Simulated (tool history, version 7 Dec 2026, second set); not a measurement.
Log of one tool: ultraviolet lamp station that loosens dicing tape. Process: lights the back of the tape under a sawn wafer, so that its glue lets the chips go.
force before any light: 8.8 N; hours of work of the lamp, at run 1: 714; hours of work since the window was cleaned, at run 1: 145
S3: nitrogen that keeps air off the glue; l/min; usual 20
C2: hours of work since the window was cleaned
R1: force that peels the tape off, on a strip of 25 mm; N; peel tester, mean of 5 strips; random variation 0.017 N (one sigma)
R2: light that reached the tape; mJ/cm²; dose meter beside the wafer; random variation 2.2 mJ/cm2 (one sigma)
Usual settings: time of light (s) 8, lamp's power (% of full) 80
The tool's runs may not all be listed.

Run 1, day 0: usual settings; hours of work of the lamp 714; C2 145. Result: R1 1.292 N, R2 162 mJ/cm².
Run 2, day 1.729: usual settings; hours of work of the lamp 741; C2 172. Result: R1 1.322 N, R2 161 mJ/cm².
Run 3, day 2.738: usual settings but time of light (s) 5; hours of work of the lamp 757; C2 188. Result: R1 2.658 N, R2 98 mJ/cm².
Run 4, day 3.833: usual settings but time of light (s) 5; hours of work of the lamp 774; C2 206. Result: R1 2.767 N, R2 101 mJ/cm².
Run 5, day 5.1: usual settings but time of light (s) 5, lamp's power (% of full) 75; hours of work of the lamp 794; C2 225. Result: R1 2.928 N, R2 94 mJ/cm².
Run 6, day 7.008: usual settings but time of light (s) 5, lamp's power (% of full) 75; hours of work of the lamp 824; C2 255. Result: R1 2.994 N, R2 87 mJ/cm².
Run 7, day 8.854: usual settings; hours of work of the lamp 853; C2 284. Result: R1 1.465 N, R2 149 mJ/cm².
Run 8, day 10.771: usual settings; hours of work of the lamp 883; C2 314. Result: R1 1.523 N, R2 144 mJ/cm².
At day 12.062: window cleaned of glue's vapour.
Run 9, day 12.721: usual settings; hours of work of the lamp 914; C2 10. Result: R1 1.641 N, R2 142 mJ/cm².
Run 10, day 14.912: usual settings; hours of work of the lamp 948; C2 45. Result: R1 1.672 N, R2 139 mJ/cm².
Run 11, day 16.108: usual settings; hours of work of the lamp 967; C2 64. Result: R1 1.719 N, R2 137 mJ/cm².
Run 12, day 17.875: usual settings; hours of work of the lamp 995; C2 91. Result: R1 1.673 N, R2 138 mJ/cm².
Run 13, day 20.067: usual settings but lamp's power (% of full) 92; hours of work of the lamp 1029; C2 126. Result: R1 1.453 N, R2 151 mJ/cm².
Run 14, day 22.121: usual settings but lamp's power (% of full) 92; hours of work of the lamp 1061; C2 158. Result: R1 1.475 N, R2 150 mJ/cm².
Run 15, day 23.267: usual settings but time of light (s) 6, lamp's power (% of full) 92; hours of work of the lamp 1079; C2 176. Result: R1 2.337 N, R2 111 mJ/cm².
Run 16, day 24.312: usual settings but S3 8 l/min; hours of work of the lamp 1096; C2 192. Result: R1 2.531 N, R2 128 mJ/cm².
At day 25.675: window cleaned of glue's vapour, once more.
Run 17, day 26.092: usual settings but S3 8 l/min; hours of work of the lamp 1123; C2 6. Result: R1 1.966 N, R2 148 mJ/cm².
Run 18, day 28.333: usual settings but S3 8 l/min; hours of work of the lamp 1158; C2 42. Result: R1 2.028 N, R2 148 mJ/cm².
Run 19, day 29.533: usual settings but lamp's power (% of full) 73, S3 30 l/min; hours of work of the lamp 1177; C2 61. Result: R1 1.552 N, R2 133 mJ/cm².
Run 20, day 31.725: usual settings but lamp's power (% of full) 73, S3 30 l/min; hours of work of the lamp 1212; C2 95. Result: R1 1.622 N, R2 129 mJ/cm².
Run 21, day 33.846: usual settings but lamp's power (% of full) 73, S3 30 l/min; hours of work of the lamp 1245; C2 128. Result: R1 1.619 N, R2 129 mJ/cm².
Run 22, day 35.004: usual settings but time of light (s) 14, lamp's power (% of full) 65; hours of work of the lamp 1263; C2 146. Result: R1 0.838 N, R2 199 mJ/cm².
Run 23, day 36.162: usual settings but time of light (s) 9, lamp's power (% of full) 75, S3 16 l/min; hours of work of the lamp 1281; C2 165. Result: R1 1.597 N, R2 146 mJ/cm².
Run 24, day 37.446: usual settings but time of light (s) 9, lamp's power (% of full) 92, S3 7 l/min; hours of work of the lamp 1301; C2 185. Result: R1 1.629 N, R2 180 mJ/cm².
Run 25, day 39.238: usual settings but time of light (s) 7, lamp's power (% of full) 88, S3 19 l/min; hours of work of the lamp 1329; C2 213. Result: R1 1.964 N, R2 132 mJ/cm².
Run 26, day 40.625: usual settings but time of light (s) 5, lamp's power (% of full) 68; hours of work of the lamp 1351; C2 235. Result: R1 3.67 N, R2 70 mJ/cm².
Run 27, day 41.783: usual settings but time of light (s) 5, S3 24 l/min; hours of work of the lamp 1369; C2 253. Result: R1 3.047 N, R2 82 mJ/cm².
Run 28, day 43.258: usual settings but time of light (s) 5, lamp's power (% of full) 68, S3 24 l/min; hours of work of the lamp 1393; C2 276. Result: R1 3.682 N, R2 71 mJ/cm².
Run 29, day 45.417: usual settings but time of light (s) 5, lamp's power (% of full) 63, S3 6 l/min; hours of work of the lamp 1426; C2 310. Result: R1 4.933 N, R2 61 mJ/cm².
Run 30, day 46.438: usual settings but time of light (s) 9, lamp's power (% of full) 94, S3 6 l/min; hours of work of the lamp 1443; C2 326. Result: R1 1.93 N, R2 163 mJ/cm².
At day 46.917: window cleaned of glue's vapour.
Run 31, day 47.967: usual settings but lamp's power (% of full) 81, S3 38 l/min; hours of work of the lamp 1466; C2 16. Result: R1 1.425 N, R2 140 mJ/cm².
Run 32, day 49.6: usual settings but time of light (s) 13, lamp's power (% of full) 70, S3 9 l/min; hours of work of the lamp 1492; C2 42. Result: R1 1.279 N, R2 191 mJ/cm².

4 ways to go on from here, each from the tool as it stands after run 32. What would each give?
Run A, day 50.742: usual settings but time of light (s) 10, lamp's power (% of full) 81; hours of work of the lamp 1510; C2 60. Result: R1 ?, R2 ?.
Run B, day 50.742: usual settings but time of light (s) 5, lamp's power (% of full) 73, S3 7 l/min; hours of work of the lamp 1510; C2 60. Result: R1 ?, R2 ?.
Run C, day 50.742: usual settings but time of light (s) 5, lamp's power (% of full) 70, S3 9 l/min; hours of work of the lamp 1510; C2 60. Result: R1 ?, R2 ?.
Run D, day 50.742: usual settings but time of light (s) 10, lamp's power (% of full) 60, S3 9 l/min; hours of work of the lamp 1510; C2 60. Result: R1 ?, R2 ?.

run     R1   R2
  A  1.164  171
  B  4.025   75
  C  4.116   72
  D  2.526  126
Without the tool's hidden state the same runs would have given:
run     R1   R2
  A  0.482  258
  B  2.776  114
  C  2.821  110
  D  1.358  191
